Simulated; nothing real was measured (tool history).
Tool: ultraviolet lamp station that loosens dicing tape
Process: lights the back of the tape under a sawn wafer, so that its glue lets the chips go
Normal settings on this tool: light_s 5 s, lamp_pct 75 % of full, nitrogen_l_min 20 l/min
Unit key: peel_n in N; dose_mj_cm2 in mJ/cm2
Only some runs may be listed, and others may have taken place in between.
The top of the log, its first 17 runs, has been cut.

run    day  light_s  lamp_pct  nitrogen_l_min  hours of work of the lamp  hours of work since the window was cleaned  peel_n  dose_mj_cm2
 18  5.254        3        75              20                        120                                         258   2.536          232
 19  5.483        5        84              20                        123                                         261   0.973          429
     5.529  -- window cleaned of glue's vapour
 20  5.954        5        84              20                        129                                           5   1.052          415
 21  6.292        5        84              20                        133                                          10   1.043          415
 22  6.725        5        61              36                        138                                          15   1.322          299
 23  7.004        5        61              36                        142                                          18   1.286          300
 24  7.388        5        61              36                        146                                          23   1.299          298
 25  7.629        6        61              11                        149                                          26   2.067          353

Forecast run 26:
     7.850  -- window cleaned of glue's vapour, once more
 26  8.075        4        61              14                        155                                           3       ?            ?

Logged for run 26: peel_n 2.676 N, dose_mj_cm2 267 mJ/cm2.
With no hidden state in the tool, this same run would have given peel_n 2.459 N, dose_mj_cm2 286 mJ/cm2.
